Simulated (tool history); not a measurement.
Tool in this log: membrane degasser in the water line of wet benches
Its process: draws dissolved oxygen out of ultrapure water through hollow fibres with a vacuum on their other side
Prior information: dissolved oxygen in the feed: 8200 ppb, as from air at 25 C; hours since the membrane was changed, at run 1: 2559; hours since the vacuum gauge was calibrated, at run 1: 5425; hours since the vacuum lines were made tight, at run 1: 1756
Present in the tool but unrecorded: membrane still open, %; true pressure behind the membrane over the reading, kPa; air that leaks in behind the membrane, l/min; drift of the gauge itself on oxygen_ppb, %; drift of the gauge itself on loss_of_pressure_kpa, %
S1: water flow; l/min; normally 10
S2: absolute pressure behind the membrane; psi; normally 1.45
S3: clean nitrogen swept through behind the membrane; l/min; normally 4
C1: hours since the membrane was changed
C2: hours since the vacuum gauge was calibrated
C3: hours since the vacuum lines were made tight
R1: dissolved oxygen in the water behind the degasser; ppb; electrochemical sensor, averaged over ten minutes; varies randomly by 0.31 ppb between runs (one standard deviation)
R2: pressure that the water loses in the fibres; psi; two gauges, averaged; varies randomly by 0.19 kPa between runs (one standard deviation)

| run | day | S1 | S2 | S3 | C1 | C2 | C3 | R1 | R2 |
|---|---|---|---|---|---|---|---|---|---|
| 1 | 0 | 10 | 1.45 | 4 | 2559 | 5425 | 1756 | 52.2 | 7.19 |
| 2 | 3.9 | 10 | 1.45 | 4 | 2652 | 5519 | 1850 | 52.6 | 7.203 |
| 3 | 7.962 | 10 | 1.45 | 4 | 2750 | 5616 | 1947 | 52.5 | 7.197 |
| 4 | 11.512 | 10 | 1.45 | 4 | 2835 | 5702 | 2032 | 53.2 | 7.2 |
| 5 | 15.421 | 10 | 1.45 | 4 | 2929 | 5795 | 2126 | 52.5 | 7.194 |
| 6 | 19.704 | 10 | 1.45 | 4 | 3032 | 5898 | 2229 | 52.7 | 7.176 |
| 7 | 23.758 | 10 | 3.42 | 4 | 3129 | 5996 | 2326 | 136.9 | 7.277 |
| 8 | 27.375 | 10 | 1.45 | 4 | 3216 | 6082 | 2413 | 52.7 | 7.242 |
| 9 | 33.029 | 10 | 1.45 | 4 | 3351 | 6218 | 2549 | 52.9 | 7.265 |
| 10 | 37.442 | 10 | 2.05 | 4 | 3457 | 6324 | 2655 | 78.4 | 7.226 |
| 11 | 42.033 | 10 | 2.05 | 4 | 3567 | 6434 | 2765 | 79.3 | 7.274 |
| 12 | 45.254 | 10 | 2.05 | 4 | 3645 | 6511 | 2842 | 79.2 | 7.285 |
| 13 | 50.917 | 10 | 2.05 | 4 | 3781 | 6647 | 2978 | 80.3 | 7.301 |
| 14 | 54.679 | 10 | 1.45 | 4 | 3871 | 6738 | 3068 | 53.7 | 7.282 |
| 15 | 59.121 | 10 | 1.45 | 4 | 3978 | 6844 | 3175 | 53.6 | 7.291 |
|  | 59.45 | vacuum gauge calibrated |
| 16 | 62.762 | 10 | 1.45 | 4 | 4064 | 80 | 3262 | 54.2 | 7.303 |
| 17 | 65.758 | 10 | 1.45 | 4 | 4136 | 151 | 3334 | 54.4 | 7.252 |
| 18 | 69.775 | 7 | 1.45 | 4 | 4233 | 248 | 3430 | 35.3 | 5.088 |
| 19 | 74.096 | 6 | 2.07 | 4 | 4336 | 352 | 3534 | 46.4 | 4.374 |
|  | 75.217 | seals of the vacuum lines changed |
|  | 76.962 | vacuum gauge calibrated, once more |
| 20 | 76.962 | 10 | 1.73 | 5.46 | 4403 | 0 | 41 | 49.2 | 7.292 |
| 21 | 81.812 | 10 | 1.73 | 5.46 | 4519 | 116 | 158 | 49 | 7.274 |
| 22 | 85.267 | 10 | 2.7 | 5.46 | 4602 | 199 | 241 | 79.1 | 7.311 |
| 23 | 88.067 | 6 | 2.52 | 1.86 | 4669 | 266 | 308 | 114.3 | 4.383 |
| 24 | 90.842 | 12 | 1.9 | 3.17 | 4736 | 333 | 374 | 109.5 | 8.766 |
| 25 | 95.408 | 8 | 1.9 | 3.17 | 4845 | 443 | 484 | 65.6 | 5.858 |
| 26 | 98.646 | 8 | 1.9 | 3.17 | 4923 | 520 | 562 | 66.4 | 5.871 |
| 27 | 104.042 | 10 | 2.71 | 4 | 5053 | 650 | 691 | 105.4 | 7.345 |
| 28 | 108.092 | 11 | 2.54 | 2.36 | 5150 | 747 | 788 | 172.4 | 8.054 |
| 29 | 111.712 | 13 | 1.71 | 4 | 5237 | 834 | 875 | 90.1 | 9.639 |
| 30 | 116.538 | 10 | 1.45 | 6.47 | 5353 | 950 | 991 | 36.5 | 7.322 |
| 31 | 121.871 | 7 | 3.18 | 6.27 | 5481 | 1078 | 1119 | 55.8 | 5.156 |

Predict each of these 3 candidate next runs independently; none follows another, all start after run 31:
| A | 125.883 | 6 | 0.88 | 9.89 | 5577 | 1174 | 1216 | ? | ? |
| B | 125.883 | 10 | 0.96 | 4 | 5577 | 1174 | 1216 | ? | ? |
| C | 125.883 | 10 | 1.45 | 2.2 | 5577 | 1174 | 1216 | ? | ? |

| run | R1 | R2 |
|---|---|---|
| A | 6.2 | 4.399 |
| B | 32 | 7.335 |
| C | 87 | 7.409 |
With no hidden state in the tool, these same runs would have given:
| run | R1 | R2 |
|---|---|---|
| A | 5.7 | 4.216 |
| B | 29.3 | 7.029 |
| C | 83.8 | 7.1 |

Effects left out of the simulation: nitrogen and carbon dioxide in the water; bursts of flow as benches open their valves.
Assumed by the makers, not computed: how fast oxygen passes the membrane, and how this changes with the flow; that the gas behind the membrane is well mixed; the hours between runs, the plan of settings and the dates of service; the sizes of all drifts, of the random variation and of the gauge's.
